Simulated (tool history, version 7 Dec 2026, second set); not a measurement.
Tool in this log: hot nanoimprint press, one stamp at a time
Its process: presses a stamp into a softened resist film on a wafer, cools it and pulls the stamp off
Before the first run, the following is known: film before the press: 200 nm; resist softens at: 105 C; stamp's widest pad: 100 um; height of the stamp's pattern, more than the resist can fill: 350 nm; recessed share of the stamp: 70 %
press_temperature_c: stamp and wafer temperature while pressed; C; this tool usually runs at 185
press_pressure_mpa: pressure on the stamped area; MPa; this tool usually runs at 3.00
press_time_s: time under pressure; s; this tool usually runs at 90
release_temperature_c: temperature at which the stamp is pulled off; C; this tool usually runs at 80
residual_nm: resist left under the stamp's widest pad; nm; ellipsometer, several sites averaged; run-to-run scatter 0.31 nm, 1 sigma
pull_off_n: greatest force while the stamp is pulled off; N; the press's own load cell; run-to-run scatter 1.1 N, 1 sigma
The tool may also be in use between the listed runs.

run	day	press_temperature_c	press_pressure_mpa	press_time_s	release_temperature_c	residual_nm	pull_off_n
1	0.000	185	3.00	90	80	104.0	122
2	0.242	185	3.00	90	80	104.0	122
3	0.721	185	3.00	90	80	104.2	122
4	0.975	197	3.00	90	80	67.5	123
5	1.475	197	3.00	90	80	67.5	123
6	2.004	185	3.00	90	72	104.2	143
7	2.321	185	3.00	90	80	104.1	125
8	2.696	185	3.00	90	80	104.6	124
9	3.100	185	3.00	58	80	120.5	123
10	3.654	185	3.00	58	80	120.5	124
11	3.900	185	3.00	58	80	120.3	127
12	4.429	185	3.00	90	80	103.8	124
13	4.992	185	3.00	90	80	104.1	124
14	5.521	185	3.00	90	80	103.7	127
15	6.075	185	2.52	90	80	111.0	126
16	6.421	185	2.52	64	80	123.4	127
17	6.704	185	2.52	64	80	123.8	128
18	7.162	185	2.52	64	80	123.6	128
19	7.654	192	2.77	60	80	97.0	128
# day 8.367: stamp cleaned and given a new release coat
20	8.417	178	2.77	108	74	127.5	126
21	8.654	188	1.88	69	80	122.9	114
22	8.988	193	2.56	103	76	79.1	122
23	9.475	193	2.56	103	77	78.8	121
24	9.767	181	2.31	48	67	151.4	144
25	10.279	193	3.60	120	68	62.8	143
# day 10.650: plate thermocouple calibrated
26	10.683	193	4.35	120	68	61.8	148
27	11.004	181	4.35	120	69	100.5	144
28	11.504	179	2.94	135	66	120.9	152
29	11.842	185	1.99	58	80	145.0	120
30	12.117	185	2.02	68	68	137.7	148

Branching from run 30: 4 alternative next runs. What would each branch give?
A	12.475	194	2.28	61	68	?	?
B	12.475	173	3.00	76	78	?	?
C	12.475	194	3.67	90	85	?	?
D	12.475	185	4.67	68	68	?	?

run	residual_nm	pull_off_n
A	104.6	147
B	163.0	125
C	72.8	109
D	102.4	148
Without the tool's hidden state the same runs would have given:
run	residual_nm	pull_off_n
A	103.8	142
B	162.2	121
C	72.0	105
D	101.3	142

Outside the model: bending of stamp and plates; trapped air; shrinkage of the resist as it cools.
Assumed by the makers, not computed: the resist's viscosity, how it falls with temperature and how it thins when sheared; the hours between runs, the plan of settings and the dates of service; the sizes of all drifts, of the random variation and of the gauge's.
